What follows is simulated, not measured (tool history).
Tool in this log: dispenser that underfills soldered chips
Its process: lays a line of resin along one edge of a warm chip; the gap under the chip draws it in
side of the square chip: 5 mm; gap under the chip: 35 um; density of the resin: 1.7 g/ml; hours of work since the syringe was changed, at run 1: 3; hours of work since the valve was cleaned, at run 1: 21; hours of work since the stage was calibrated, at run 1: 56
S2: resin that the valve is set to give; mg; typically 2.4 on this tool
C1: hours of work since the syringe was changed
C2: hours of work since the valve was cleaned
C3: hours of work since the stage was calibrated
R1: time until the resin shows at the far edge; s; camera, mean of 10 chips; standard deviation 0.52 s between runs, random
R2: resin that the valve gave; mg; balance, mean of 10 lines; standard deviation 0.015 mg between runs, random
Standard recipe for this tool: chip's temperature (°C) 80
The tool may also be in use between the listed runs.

Run 1, hour 0: usual settings; C1 3; C2 21; C3 56. Result: R1 48.9 s, R2 2.34 mg.
Run 2, hour 2.1: usual settings; C1 4; C2 22; C3 58. Result: R1 53.7 s, R2 2.35 mg.
At hour 3.5: new syringe of resin.
Run 3, hour 6.8: usual settings but chip's temperature (°C) 95; C1 2; C2 25; C3 60. Result: R1 23.2 s, R2 2.32 mg.
Run 4, hour 9.2: usual settings but chip's temperature (°C) 95; C1 3; C2 26; C3 62. Result: R1 25.8 s, R2 2.33 mg.
Run 5, hour 11.5: usual settings but chip's temperature (°C) 83; C1 5; C2 28; C3 63. Result: R1 48.5 s, R2 2.31 mg.
At hour 12.2: new syringe of resin.
Run 6, hour 15.9: usual settings but chip's temperature (°C) 83; C1 2; C2 30; C3 66. Result: R1 41.1 s, R2 2.31 mg.
Run 7, hour 19.8: usual settings; C1 5; C2 32; C3 68. Result: R1 54.8 s, R2 2.32 mg.
At hour 20.9: new syringe of resin.
Run 8, hour 23.5: usual settings; C1 2; C2 35; C3 70. Result: R1 45.8 s, R2 2.3 mg.
Run 9, hour 28.3: usual settings; C1 5; C2 37; C3 73. Result: R1 53.7 s, R2 2.32 mg.
At hour 29.7: new syringe of resin.
Run 10, hour 32.2: usual settings but chip's temperature (°C) 72; C1 2; C2 40; C3 75. Result: R1 67.6 s, R2 2.3 mg.
Run 11, hour 35.8: usual settings but S2 2.5 mg; C1 4; C2 42; C3 77. Result: R1 49.8 s, R2 2.39 mg.
At hour 38.5: new syringe of resin.
Run 12, hour 39.6: usual settings but S2 2.5 mg; C1 1; C2 44; C3 79. Result: R1 44.3 s, R2 2.42 mg.
Run 13, hour 41.7: usual settings but S2 2.24 mg; C1 2; C2 45; C3 81. Result: R1 46.8 s, R2 2.14 mg.
Run 14, hour 45.8: usual settings; C1 4; C2 48; C3 83. Result: R1 54.5 s, R2 2.3 mg.
At hour 47.4: new syringe of resin.
Run 15, hour 48.2: usual settings; C1 0; C2 49; C3 84. Result: R1 43.5 s, R2 2.27 mg.
Run 16, hour 52.6: usual settings; C1 3; C2 52; C3 87. Result: R1 50.5 s, R2 2.26 mg.
At hour 56.2: new syringe of resin.
Run 17, hour 57.9: usual settings; C1 1; C2 55; C3 90. Result: R1 43.6 s, R2 2.27 mg.
Run 18, hour 62.4: usual settings; C1 4; C2 57; C3 93. Result: R1 50.5 s, R2 2.27 mg.
At hour 65: new syringe of resin.
Run 19, hour 65: usual settings; C1 0; C2 59; C3 94. Result: R1 42.8 s, R2 2.25 mg.
Run 20, hour 69.1: usual settings but chip's temperature (°C) 85, S2 3.09 mg; C1 2; C2 61; C3 97. Result: R1 38.1 s, R2 2.91 mg.
Run 21, hour 72.9: usual settings but chip's temperature (°C) 85, S2 2.17 mg; C1 5; C2 64; C3 99. Result: R1 44.5 s, R2 2 mg.
At hour 73.5: new syringe of resin.
Run 22, hour 76.2: usual settings but chip's temperature (°C) 85, S2 2.17 mg; C1 2; C2 66; C3 101. Result: R1 37.5 s, R2 2.03 mg.
Run 23, hour 80: usual settings but chip's temperature (°C) 66, S2 2.02 mg; C1 4; C2 68; C3 103. Result: R1 109.4 s, R2 1.87 mg.
At hour 82.1: new syringe of resin.
Run 24, hour 82.6: usual settings but chip's temperature (°C) 75, S2 2.82 mg; C1 0; C2 69; C3 105. Result: R1 53.2 s, R2 2.64 mg.
Run 25, hour 85.6: usual settings but chip's temperature (°C) 76, S2 2.15 mg; C1 2; C2 71; C3 106. Result: R1 58.9 s, R2 1.99 mg.
Run 26, hour 88.9: usual settings but chip's temperature (°C) 76, S2 2.15 mg; C1 4; C2 73; C3 108. Result: R1 65.7 s, R2 1.99 mg.
At hour 91: new syringe of resin.
Run 27, hour 93.2: usual settings but chip's temperature (°C) 76, S2 2.73 mg; C1 1; C2 75; C3 111. Result: R1 54 s, R2 2.53 mg.
Run 28, hour 95.7: usual settings but chip's temperature (°C) 76, S2 2.73 mg; C1 3; C2 77; C3 112. Result: R1 58.1 s, R2 2.53 mg.
At hour 99.7: new syringe of resin.
At hour 100.7: dispensing valve cleaned and set on the balance.
Run 29, hour 102: usual settings but chip's temperature (°C) 76, S2 2.26 mg; C1 1; C2 1; C3 115. Result: R1 53.3 s, R2 2.26 mg.
Run 30, hour 104.7: usual settings but chip's temperature (°C) 76, S2 2.02 mg; C1 2; C2 2; C3 117. Result: R1 59.1 s, R2 2.04 mg.
Run 31, hour 108.2: usual settings but chip's temperature (°C) 82, S2 2.35 mg; C1 5; C2 5; C3 119. Result: R1 49.2 s, R2 2.3 mg.
At hour 109.7: new syringe of resin.
Run 32, hour 113.4: usual settings but chip's temperature (°C) 89, S2 2.21 mg; C1 2; C2 8; C3 122. Result: R1 30.8 s, R2 2.19 mg.
Run 33, hour 116.9: usual settings; C1 4; C2 10; C3 124. Result: R1 51.3 s, R2 2.37 mg.
At hour 118.4: new syringe of resin.
Run 34, hour 119.5: usual settings but chip's temperature (°C) 70, S2 2.41 mg; C1 1; C2 11; C3 126. Result: R1 69.9 s, R2 2.38 mg.
Run 35, hour 124.2: usual settings but chip's temperature (°C) 78, S2 2.02 mg; C1 4; C2 14; C3 129. Result: R1 57.2 s, R2 2.01 mg.
At hour 127: new syringe of resin.
Run 36, hour 128: usual settings but chip's temperature (°C) 78, S2 2.02 mg; C1 1; C2 16; C3 131. Result: R1 48.3 s, R2 1.98 mg.
Run 37, hour 130.9: usual settings but chip's temperature (°C) 78, S2 2.02 mg; C1 2; C2 18; C3 133. Result: R1 53.1 s, R2 1.99 mg.

Below, some changes in R1 between adjacent runs. For each, the amount present without the hidden state too (settings, incoming material, random variation) and the amount remaining for the hidden state with gauge scatter not shared by both compared results:
Hidden conditions of the tool in this case: resin's viscosity, % of fresh resin's; dose that the valve gives, % of what is set; true chip temperature over the reading, C; drift of the gauge itself on fill_s, %; drift of the gauge itself on given_mg, %.
Run 2 -> 3: chip's temperature (°C) 80 -> 95, new syringe of resin. R1 -30.5 s: hidden state -8.7, all else -21.8.
Run 14 -> 15: new syringe of resin. R1 -11 s: hidden state -10.4, all else -0.6.
Run 22 -> 23: chip's temperature (°C) 85 -> 66, S2 2.17 -> 2.02. R1 +71.9 s: hidden state +18.7, all else +53.2.
Run 23 -> 24: chip's temperature (°C) 66 -> 75, S2 2.02 -> 2.82, new syringe of resin. R1 -56.2 s: hidden state -22.3, all else -33.9.
